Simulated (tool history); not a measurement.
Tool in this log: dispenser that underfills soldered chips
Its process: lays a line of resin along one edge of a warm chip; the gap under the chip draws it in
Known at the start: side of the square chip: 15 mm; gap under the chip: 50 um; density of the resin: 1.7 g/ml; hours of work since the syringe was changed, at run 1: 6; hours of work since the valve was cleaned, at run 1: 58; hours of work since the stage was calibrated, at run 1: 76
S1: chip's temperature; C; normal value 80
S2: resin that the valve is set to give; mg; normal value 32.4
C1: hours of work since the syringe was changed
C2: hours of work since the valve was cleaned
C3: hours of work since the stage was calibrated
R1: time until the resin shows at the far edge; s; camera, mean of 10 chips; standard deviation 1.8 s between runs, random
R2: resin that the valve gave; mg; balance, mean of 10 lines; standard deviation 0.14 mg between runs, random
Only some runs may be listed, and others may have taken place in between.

run 1 hour=0.0 | S1=80 S2=32.4 | C1=6 C2=58 C3=76 | R1=289.7 R2=31.28
-- hour=2.5 new syringe of resin
run 2 hour=2.9 | S1=80 S2=32.4 | C1=0 C2=60 C3=78 | R1=183.8 R2=30.96
run 3 hour=8.0 | S1=80 S2=32.4 | C1=4 C2=63 C3=82 | R1=254.4 R2=31.32
-- hour=12.3 new syringe of resin
run 4 hour=12.9 | S1=80 S2=32.4 | C1=0 C2=67 C3=86 | R1=181.9 R2=31.00
run 5 hour=17.2 | S1=80 S2=32.4 | C1=4 C2=70 C3=89 | R1=247.4 R2=30.75
run 6 hour=19.9 | S1=80 S2=32.4 | C1=6 C2=72 C3=91 | R1=294.7 R2=30.87
-- hour=22.4 new syringe of resin
run 7 hour=24.2 | S1=80 S2=32.4 | C1=1 C2=76 C3=94 | R1=200.5 R2=30.74
run 8 hour=28.9 | S1=80 S2=32.4 | C1=5 C2=79 C3=98 | R1=274.1 R2=30.71
-- hour=32.1 new syringe of resin
run 9 hour=33.1 | S1=80 S2=32.4 | C1=1 C2=82 C3=101 | R1=187.2 R2=30.51
run 10 hour=37.5 | S1=67 S2=32.4 | C1=4 C2=86 C3=104 | R1=379.9 R2=30.79
-- hour=41.8 new syringe of resin
run 11 hour=42.6 | S1=80 S2=32.4 | C1=1 C2=89 C3=108 | R1=184.4 R2=30.50
run 12 hour=46.7 | S1=80 S2=40.3 | C1=4 C2=92 C3=111 | R1=240.1 R2=37.79
run 13 hour=50.7 | S1=80 S2=32.4 | C1=7 C2=95 C3=114 | R1=313.2 R2=30.26
-- hour=51.6 new syringe of resin
run 14 hour=55.0 | S1=86 S2=32.4 | C1=3 C2=98 C3=117 | R1=185.9 R2=30.25
run 15 hour=57.6 | S1=86 S2=32.4 | C1=5 C2=100 C3=119 | R1=222.5 R2=30.13
-- hour=61.7 new syringe of resin
run 16 hour=63.0 | S1=91 S2=32.5 | C1=1 C2=104 C3=123 | R1=142.2 R2=29.99
run 17 hour=66.2 | S1=91 S2=32.4 | C1=3 C2=107 C3=125 | R1=174.5 R2=30.12
-- hour=71.3 new syringe of resin
run 18 hour=71.7 | S1=70 S2=32.4 | C1=0 C2=111 C3=129 | R1=244.1 R2=29.98
run 19 hour=76.8 | S1=79 S2=33.8 | C1=4 C2=115 C3=133 | R1=258.2 R2=31.15
run 20 hour=79.9 | S1=79 S2=33.8 | C1=7 C2=117 C3=136 | R1=314.2 R2=30.93
-- hour=81.1 new syringe of resin
run 21 hour=83.4 | S1=88 S2=29.8 | C1=2 C2=120 C3=138 | R1=167.3 R2=27.21
run 22 hour=86.7 | S1=74 S2=30.6 | C1=4 C2=122 C3=141 | R1=314.0 R2=27.96
run 23 hour=89.6 | S1=95 S2=36.8 | C1=7 C2=124 C3=143 | R1=199.3 R2=33.59
-- hour=90.7 new syringe of resin
run 24 hour=95.4 | S1=70 S2=41.3 | C1=4 C2=129 C3=147 | R1=322.3 R2=37.85
run 25 hour=99.0 | S1=70 S2=41.3 | C1=6 C2=131 C3=150 | R1=409.2 R2=37.61
-- hour=100.5 new syringe of resin
-- hour=105.7 dispensing valve cleaned and set on the balance
run 26 hour=105.8 | S1=92 S2=30.7 | C1=3 C2=0 C3=154 | R1=165.2 R2=30.53
run 27 hour=110.0 | S1=89 S2=41.0 | C1=7 C2=3 C3=157 | R1=234.3 R2=40.86
-- hour=111.2 new syringe of resin
run 28 hour=115.9 | S1=89 S2=41.0 | C1=4 C2=8 C3=162 | R1=185.4 R2=40.77
-- hour=121.3 new syringe of resin
run 29 hour=121.6 | S1=89 S2=41.0 | C1=0 C2=12 C3=166 | R1=132.9 R2=40.34
run 30 hour=126.6 | S1=81 S2=32.4 | C1=4 C2=16 C3=170 | R1=239.6 R2=31.85

For each run, the measured value with the value that run would have given without the tool's hidden condition subtracted. The run-to-run variation is shared by both, the gauge scatter possibly not:
Hidden conditions of the tool in this case: resin's viscosity, % of fresh resin's; dose that the valve gives, % of what is set; true chip temperature over the reading, C; drift of the gauge itself on fill_s, %; drift of the gauge itself on given_mg, %.
run=1 R1=+115.0 R2=-1.26
run=2 R1=+8.8 R2=-1.30
run=3 R1=+80.8 R2=-1.41
run=4 R1=+11.3 R2=-1.48
run=5 R1=+72.8 R2=-1.55
run=6 R1=+120.2 R2=-1.61
run=7 R1=+25.2 R2=-1.67
run=8 R1=+98.1 R2=-1.75
run=9 R1=+16.1 R2=-1.82
run=10 R1=+120.2 R2=-1.91
run=11 R1=+10.1 R2=-1.99
run=12 R1=+66.3 R2=-2.55
run=13 R1=+140.0 R2=-2.11
run=14 R1=+40.0 R2=-2.18
run=15 R1=+75.3 R2=-2.23
run=16 R1=+14.6 R2=-2.31
run=17 R1=+47.7 R2=-2.39
run=18 R1=+6.2 R2=-2.48
run=19 R1=+79.0 R2=-2.67
run=20 R1=+135.8 R2=-2.71
run=21 R1=+28.1 R2=-2.42
run=22 R1=+104.7 R2=-2.54
run=23 R1=+87.9 R2=-3.13
run=24 R1=+88.0 R2=-3.65
run=25 R1=+174.6 R2=-3.73
run=26 R1=+42.0 R2=-0.04
run=27 R1=+101.9 R2=-0.13
run=28 R1=+52.5 R2=-0.26
run=29 R1=+3.4 R2=-0.36
run=30 R1=+72.5 R2=-0.37
